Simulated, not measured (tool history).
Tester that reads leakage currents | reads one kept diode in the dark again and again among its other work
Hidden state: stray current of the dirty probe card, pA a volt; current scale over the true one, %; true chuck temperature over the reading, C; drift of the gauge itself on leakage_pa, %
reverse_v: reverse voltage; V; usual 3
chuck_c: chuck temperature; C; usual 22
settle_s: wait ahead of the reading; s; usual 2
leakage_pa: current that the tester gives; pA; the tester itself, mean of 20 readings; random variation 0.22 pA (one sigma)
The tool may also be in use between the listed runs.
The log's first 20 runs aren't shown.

| run | hour | reverse_v | chuck_c | settle_s | hours of work since the probe card was cleaned | hours of work since the tester was calibrated | hours of work since the chuck was calibrated | leakage_pa |
|---|---|---|---|---|---|---|---|---|
| 21 | 1659.4 | 2.9 | 25 | 2 | 391 | 1707 | 1936 | 88.96 |
| 22 | 1710.5 | 2.9 | 25 | 2 | 429 | 1746 | 1974 | 89.03 |
| 23 | 1779 | 5.73 | 54 | 7.82 | 481 | 1797 | 2025 | 1239.74 |
| 24 | 1877.9 | 5.73 | 54 | 7.82 | 554 | 1870 | 2099 | 1240.87 |
|  | 1960.6 | chuck's temperature calibrated |
| 25 | 1969.4 | 1.02 | 38 | 6.82 | 621 | 1937 | 7 | 186.56 |
| 26 | 2055.5 | 3.12 | 32 | 2 | 685 | 2001 | 71 | 180.69 |
| 27 | 2137.3 | 3.12 | 32 | 2 | 747 | 2063 | 132 | 181.46 |
| 28 | 2203.8 | 16.13 | 27 | 0.73 | 796 | 2112 | 181 | 251.45 |
| 29 | 2250.7 | 16.13 | 27 | 0.73 | 831 | 2147 | 216 | 254.52 |
| 30 | 2313.5 | 2.71 | 28 | 5.32 | 878 | 2194 | 263 | 121.9 |
| 31 | 2362.3 | 8.03 | 22 | 6.93 | 914 | 2230 | 300 | 119.17 |
| 32 | 2416.8 | 3 | 25 | 1.72 | 955 | 2271 | 340 | 98.39 |
| 33 | 2491.2 | 3.16 | 25 | 2.97 | 1011 | 2327 | 396 | 100.82 |
| 34 | 2560 | 4.4 | 20 | 1.62 | 1062 | 2378 | 447 | 77.9 |

Forecast each of these 3 alternatives for the next run:
|  | 2568.9 | tester calibrated |
| A | 2654 | 3 | 22 | 2.48 | 1131 | 64 | 516 | ? |
|  | 2568.9 | tester calibrated |
| B | 2654 | 9.16 | 60 | 1.62 | 1131 | 64 | 516 | ? |
|  | 2568.9 | tester calibrated |
| C | 2654 | 10.46 | 40 | 1.62 | 1131 | 64 | 516 | ? |

| run | leakage_pa |
|---|---|
| A | 76.33 |
| B | 2452.69 |
| C | 569.95 |
Without the tool's hidden state the same runs would have given:
| run | leakage_pa |
|---|---|
| A | 72.2 |
| B | 2491.23 |
| C | 562.98 |
